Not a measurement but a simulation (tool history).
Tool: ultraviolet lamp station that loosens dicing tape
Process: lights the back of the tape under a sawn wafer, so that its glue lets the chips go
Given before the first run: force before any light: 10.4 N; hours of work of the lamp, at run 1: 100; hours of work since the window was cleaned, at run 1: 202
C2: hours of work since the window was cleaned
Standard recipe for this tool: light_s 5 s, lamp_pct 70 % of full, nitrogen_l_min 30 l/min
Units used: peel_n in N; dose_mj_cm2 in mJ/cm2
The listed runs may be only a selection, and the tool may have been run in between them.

Run 1, hour 0: usual settings; hours of work of the lamp 100; C2 202. Result: peel_n 1.567 N, dose_mj_cm2 352 mJ/cm2.
Run 2, hour 14.3: usual settings; hours of work of the lamp 109; C2 211. Result: peel_n 1.484 N, dose_mj_cm2 351 mJ/cm2.
Run 3, hour 28.4: usual settings; hours of work of the lamp 118; C2 221. Result: peel_n 1.628 N, dose_mj_cm2 349 mJ/cm2.
Run 4, hour 36.3: usual settings but light_s 7 s; hours of work of the lamp 124; C2 226. Result: peel_n 0.82 N, dose_mj_cm2 487 mJ/cm2.
Run 5, hour 50: usual settings but light_s 7 s; hours of work of the lamp 133; C2 235. Result: peel_n 0.829 N, dose_mj_cm2 487 mJ/cm2.
Run 6, hour 61.9: usual settings but light_s 7 s; hours of work of the lamp 140; C2 242. Result: peel_n 0.83 N, dose_mj_cm2 482 mJ/cm2.
Run 7, hour 70.7: usual settings but light_s 7 s; hours of work of the lamp 146; C2 248. Result: peel_n 0.857 N, dose_mj_cm2 480 mJ/cm2.
Run 8, hour 82.5: usual settings but light_s 7 s; hours of work of the lamp 154; C2 256. Result: peel_n 0.852 N, dose_mj_cm2 484 mJ/cm2.
Run 9, hour 91.2: usual settings but light_s 6 s, lamp_pct 63 % of full; hours of work of the lamp 159; C2 262. Result: peel_n 1.445 N, dose_mj_cm2 372 mJ/cm2.
Run 10, hour 100.7: usual settings but lamp_pct 63 % of full, nitrogen_l_min 32 l/min; hours of work of the lamp 166; C2 268. Result: peel_n 1.888 N, dose_mj_cm2 310 mJ/cm2.
Run 11, hour 114.7: usual settings but light_s 4 s, lamp_pct 84 % of full, nitrogen_l_min 24 l/min; hours of work of the lamp 175; C2 277. Result: peel_n 2.065 N, dose_mj_cm2 325 mJ/cm2.
Run 12, hour 126.9: usual settings but light_s 4 s, lamp_pct 84 % of full, nitrogen_l_min 24 l/min; hours of work of the lamp 183; C2 285. Result: peel_n 2.105 N, dose_mj_cm2 321 mJ/cm2.
Run 13, hour 135.3: usual settings but lamp_pct 77 % of full; hours of work of the lamp 188; C2 290. Result: peel_n 1.434 N, dose_mj_cm2 374 mJ/cm2.
Run 14, hour 148.9: usual settings but nitrogen_l_min 27 l/min; hours of work of the lamp 197; C2 299. Result: peel_n 1.817 N, dose_mj_cm2 338 mJ/cm2.
Run 15, hour 161.6: usual settings but light_s 2 s, lamp_pct 72 % of full, nitrogen_l_min 36 l/min; hours of work of the lamp 205; C2 307. Result: peel_n 4.668 N, dose_mj_cm2 140 mJ/cm2.

Consider 3 possible next runs. They are alternatives, not a sequence: every one starts from the tool as it was left by run 15. What does each give?
Run A, hour 174.4: usual settings but light_s 4 s, nitrogen_l_min 38 l/min; hours of work of the lamp 214; C2 316. Result: peel_n ?, dose_mj_cm2 ?.
Run B, hour 174.4: usual settings but light_s 8 s, lamp_pct 68 % of full, nitrogen_l_min 15 l/min; hours of work of the lamp 214; C2 316. Result: peel_n ?, dose_mj_cm2 ?.
Run C, hour 174.4: usual settings but light_s 2 s, lamp_pct 76 % of full, nitrogen_l_min 36 l/min; hours of work of the lamp 214; C2 316. Result: peel_n ?, dose_mj_cm2 ?.

run  peel_n  dose_mj_cm2
  A   2.183          267
  B   1.242          524
  C   4.361          152
With the hidden condition removed and each run's random variation left untouched, the same runs would have given:
run  peel_n  dose_mj_cm2
  A   1.759          306
  B   0.942          599
  C   3.866          173
